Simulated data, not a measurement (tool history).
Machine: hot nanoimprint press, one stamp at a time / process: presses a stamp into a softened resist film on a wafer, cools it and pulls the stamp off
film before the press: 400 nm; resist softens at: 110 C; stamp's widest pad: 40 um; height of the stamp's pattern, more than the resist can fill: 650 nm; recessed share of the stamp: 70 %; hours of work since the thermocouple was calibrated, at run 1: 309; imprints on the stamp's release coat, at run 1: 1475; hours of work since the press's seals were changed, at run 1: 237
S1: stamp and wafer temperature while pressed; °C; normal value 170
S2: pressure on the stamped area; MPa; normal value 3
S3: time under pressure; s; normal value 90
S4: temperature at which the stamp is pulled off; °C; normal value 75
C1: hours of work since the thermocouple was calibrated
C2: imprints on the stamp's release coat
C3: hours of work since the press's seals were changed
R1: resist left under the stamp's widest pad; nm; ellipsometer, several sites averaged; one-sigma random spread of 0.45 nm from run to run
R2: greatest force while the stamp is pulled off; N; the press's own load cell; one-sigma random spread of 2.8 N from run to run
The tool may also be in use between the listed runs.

{"run": 1, "day": 0.0, "S1": 170, "S2": 3, "S3": 90, "S4": 75, "C1": 309, "C2": 1475, "C3": 237, "R1": 225.5, "R2": 192}
{"day": 0.458, "done": "stamp cleaned and given a new release coat"}
{"run": 2, "day": 2.858, "S1": 170, "S2": 3, "S3": 79, "S4": 75, "C1": 347, "C2": 137, "C3": 274, "R1": 234.4, "R2": 195}
{"run": 3, "day": 5.388, "S1": 170, "S2": 3, "S3": 90, "S4": 75, "C1": 383, "C2": 282, "C3": 311, "R1": 226.5, "R2": 188}
{"day": 6.683, "done": "plate thermocouple calibrated"}
{"run": 4, "day": 7.804, "S1": 170, "S2": 3, "S3": 90, "S4": 75, "C1": 16, "C2": 414, "C3": 344, "R1": 225.9, "R2": 193}
{"run": 5, "day": 9.821, "S1": 170, "S2": 3, "S3": 90, "S4": 75, "C1": 45, "C2": 529, "C3": 374, "R1": 226.6, "R2": 193}
{"run": 6, "day": 12.433, "S1": 170, "S2": 3, "S3": 90, "S4": 77, "C1": 83, "C2": 679, "C3": 411, "R1": 226.4, "R2": 188}
{"run": 7, "day": 14.862, "S1": 170, "S2": 3, "S3": 90, "S4": 75, "C1": 119, "C2": 818, "C3": 447, "R1": 227.1, "R2": 191}
{"run": 8, "day": 17.35, "S1": 179, "S2": 3, "S3": 90, "S4": 75, "C1": 155, "C2": 960, "C3": 483, "R1": 154.8, "R2": 192}
{"day": 19.517, "done": "press's hydraulic seals changed and the load cell set to zero"}
{"run": 9, "day": 19.717, "S1": 170, "S2": 3, "S3": 90, "S4": 75, "C1": 184, "C2": 1077, "C3": 3, "R1": 225.4, "R2": 198}
{"run": 10, "day": 21.138, "S1": 170, "S2": 3, "S3": 90, "S4": 75, "C1": 205, "C2": 1158, "C3": 23, "R1": 226.8, "R2": 197}
{"run": 11, "day": 22.921, "S1": 172, "S2": 3, "S3": 90, "S4": 75, "C1": 230, "C2": 1260, "C3": 49, "R1": 208.6, "R2": 193}
{"run": 12, "day": 26.217, "S1": 170, "S2": 3, "S3": 90, "S4": 69, "C1": 278, "C2": 1449, "C3": 97, "R1": 227.1, "R2": 209}
{"day": 27.029, "done": "stamp cleaned and given a new release coat"}
{"run": 13, "day": 28.238, "S1": 170, "S2": 3, "S3": 90, "S4": 75, "C1": 304, "C2": 70, "C3": 123, "R1": 226.7, "R2": 191}
{"run": 14, "day": 31.112, "S1": 170, "S2": 3, "S3": 90, "S4": 75, "C1": 346, "C2": 234, "C3": 164, "R1": 226.4, "R2": 191}
{"run": 15, "day": 33.692, "S1": 170, "S2": 3, "S3": 90, "S4": 75, "C1": 383, "C2": 382, "C3": 202, "R1": 226.5, "R2": 193}
{"day": 35.129, "done": "plate thermocouple calibrated"}
{"run": 16, "day": 36.288, "S1": 170, "S2": 3.73, "S3": 125, "S4": 75, "C1": 17, "C2": 524, "C3": 238, "R1": 185, "R2": 193}
{"run": 17, "day": 38.325, "S1": 163, "S2": 3, "S3": 90, "S4": 71, "C1": 46, "C2": 640, "C3": 267, "R1": 294, "R2": 200}
{"run": 18, "day": 41.267, "S1": 170, "S2": 2.66, "S3": 64, "S4": 75, "C1": 89, "C2": 809, "C3": 310, "R1": 264.7, "R2": 197}
{"run": 19, "day": 43.108, "S1": 170, "S2": 4.16, "S3": 90, "S4": 75, "C1": 116, "C2": 915, "C3": 337, "R1": 201.5, "R2": 189}
{"run": 20, "day": 45.942, "S1": 170, "S2": 4.16, "S3": 161, "S4": 73, "C1": 157, "C2": 1077, "C3": 378, "R1": 159.8, "R2": 199}
{"run": 21, "day": 48.85, "S1": 170, "S2": 4.16, "S3": 161, "S4": 73, "C1": 199, "C2": 1244, "C3": 420, "R1": 160.2, "R2": 197}
{"run": 22, "day": 51.604, "S1": 170, "S2": 1.97, "S3": 56, "S4": 73, "C1": 239, "C2": 1401, "C3": 460, "R1": 295.7, "R2": 204}
{"run": 23, "day": 52.988, "S1": 168, "S2": 3.75, "S3": 90, "S4": 75, "C1": 259, "C2": 1480, "C3": 480, "R1": 228.4, "R2": 200}
{"day": 53.4, "done": "stamp cleaned and given a new release coat"}
{"run": 24, "day": 54.854, "S1": 180, "S2": 2.29, "S3": 90, "S4": 75, "C1": 282, "C2": 83, "C3": 503, "R1": 168, "R2": 194}
{"day": 55.733, "done": "press's hydraulic seals changed and the load cell set to zero"}
{"run": 25, "day": 57.738, "S1": 180, "S2": 2.29, "S3": 90, "S4": 75, "C1": 319, "C2": 229, "C3": 29, "R1": 168.7, "R2": 194}
{"run": 26, "day": 59.617, "S1": 165, "S2": 3.53, "S3": 124, "S4": 75, "C1": 346, "C2": 337, "C3": 56, "R1": 238, "R2": 192}
{"run": 27, "day": 61.338, "S1": 170, "S2": 3.78, "S3": 97, "S4": 81, "C1": 371, "C2": 435, "C3": 81, "R1": 203.4, "R2": 181}
{"day": 63.467, "done": "plate thermocouple calibrated"}
{"run": 28, "day": 64.796, "S1": 170, "S2": 3.78, "S3": 97, "S4": 81, "C1": 19, "C2": 626, "C3": 130, "R1": 203.7, "R2": 178}
{"run": 29, "day": 68.067, "S1": 170, "S2": 2.43, "S3": 90, "S4": 76, "C1": 67, "C2": 814, "C3": 177, "R1": 244.9, "R2": 188}
{"run": 30, "day": 70.467, "S1": 170, "S2": 3.05, "S3": 90, "S4": 80, "C1": 101, "C2": 951, "C3": 212, "R1": 227.3, "R2": 183}

Here are 4 independent what-if runs from the current tool condition. What would each one return?
{"run": "A", "day": 73.35, "S1": 170, "S2": 3.73, "S3": 90, "S4": 75, "C1": 143, "C2": 1116, "C3": 253, "R1": "?", "R2": "?"}
{"run": "B", "day": 73.35, "S1": 170, "S2": 4.05, "S3": 90, "S4": 81, "C1": 143, "C2": 1116, "C3": 253, "R1": "?", "R2": "?"}
{"run": "C", "day": 73.35, "S1": 170, "S2": 3.11, "S3": 90, "S4": 75, "C1": 143, "C2": 1116, "C3": 253, "R1": "?", "R2": "?"}
{"run": "D", "day": 73.35, "S1": 170, "S2": 1.81, "S3": 47, "S4": 75, "C1": 143, "C2": 1116, "C3": 253, "R1": "?", "R2": "?"}

run=A R1=210.3 R2=191
run=B R1=203.9 R2=182
run=C R1=225.1 R2=191
run=D R1=314.3 R2=189
Stripped of hidden state, with their random variation kept, the same runs would have yielded:
run=A R1=207.6 R2=190
run=B R1=201.3 R2=181
run=C R1=222.2 R2=190
run=D R1=310.3 R2=188
